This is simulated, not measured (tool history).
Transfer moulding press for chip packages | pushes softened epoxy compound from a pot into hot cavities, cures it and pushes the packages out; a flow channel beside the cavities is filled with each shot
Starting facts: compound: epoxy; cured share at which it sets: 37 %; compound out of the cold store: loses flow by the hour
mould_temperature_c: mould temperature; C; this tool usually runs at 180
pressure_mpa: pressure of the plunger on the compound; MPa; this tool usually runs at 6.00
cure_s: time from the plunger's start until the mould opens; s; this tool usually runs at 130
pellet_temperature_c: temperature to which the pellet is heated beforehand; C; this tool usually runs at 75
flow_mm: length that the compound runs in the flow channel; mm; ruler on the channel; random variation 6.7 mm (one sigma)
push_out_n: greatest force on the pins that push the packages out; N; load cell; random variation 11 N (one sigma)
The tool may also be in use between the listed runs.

run	hour	mould_temperature_c	pressure_mpa	cure_s	pellet_temperature_c	incoming compound's hours out of the cold store	flow_mm	push_out_n
1	0.0	180	6.00	130	75	37.2	754	564
2	44.9	180	5.18	130	75	9.0	757	702
3	96.5	180	5.18	130	75	36.6	685	795
# hour 164.6: cavities cleaned with cleaning compound and waxed
4	167.6	180	6.00	130	75	39.7	715	529
5	229.3	180	6.97	130	75	34.0	771	709
6	292.4	180	6.97	130	75	36.4	759	797
# hour 342.8: cavities cleaned with cleaning compound and waxed
7	346.9	180	6.97	130	75	21.0	801	508
8	386.8	180	6.97	130	75	47.7	728	646
9	435.2	180	6.97	130	75	42.3	737	747
10	469.2	180	6.00	130	75	29.9	709	802
11	514.3	180	6.00	130	75	30.1	704	895
# hour 521.3: cavities cleaned with cleaning compound and waxed
12	587.9	180	5.03	130	75	46.8	604	710
13	636.0	180	6.00	130	74	29.1	688	790
# hour 700.2: cavities cleaned with cleaning compound and waxed
14	702.6	180	6.00	130	74	39.1	661	514
15	748.7	180	4.53	133	74	20.8	610	641
# hour 773.8: plunger's sealing rings changed
16	819.2	187	6.64	142	75	14.2	822	727
# hour 847.2: mould's thermocouples calibrated
17	867.4	187	6.64	142	70	13.4	812	757
# hour 882.9: cavities cleaned with cleaning compound and waxed
18	928.9	187	6.64	170	70	8.3	813	631
19	999.8	187	4.68	170	84	45.7	610	703
# hour 1060.4: cavities cleaned with cleaning compound and waxed
20	1060.7	187	4.68	170	84	13.2	675	456
21	1107.9	187	4.68	170	84	9.3	662	602
22	1160.1	175	4.77	117	84	37.1	670	1220
23	1210.9	175	4.77	117	84	47.9	638	1251
# hour 1242.3: cavities cleaned with cleaning compound and waxed
24	1275.4	175	4.77	117	84	45.4	643	941
25	1318.6	179	5.94	140	75	22.2	738	705
26	1373.3	184	5.34	152	76	43.6	625	738
# hour 1424.3: cavities cleaned with cleaning compound and waxed
27	1435.5	184	5.34	152	76	41.0	635	506
28	1484.4	184	5.34	152	76	35.0	632	618

Consider 3 possible next runs. They are alternatives, not a sequence: every one starts from the tool as it was left by run 28. What does each give?
A	1550.4	184	7.14	152	76	27.9	?	?
B	1550.4	184	4.62	152	76	21.0	?	?
C	1550.4	184	4.63	152	76	34.2	?	?

run	flow_mm	push_out_n
A	731	745
B	622	735
C	589	732
With the hidden condition removed and each run's random variation left untouched, the same runs would have given:
run	flow_mm	push_out_n
A	816	452
B	695	447
C	657	449

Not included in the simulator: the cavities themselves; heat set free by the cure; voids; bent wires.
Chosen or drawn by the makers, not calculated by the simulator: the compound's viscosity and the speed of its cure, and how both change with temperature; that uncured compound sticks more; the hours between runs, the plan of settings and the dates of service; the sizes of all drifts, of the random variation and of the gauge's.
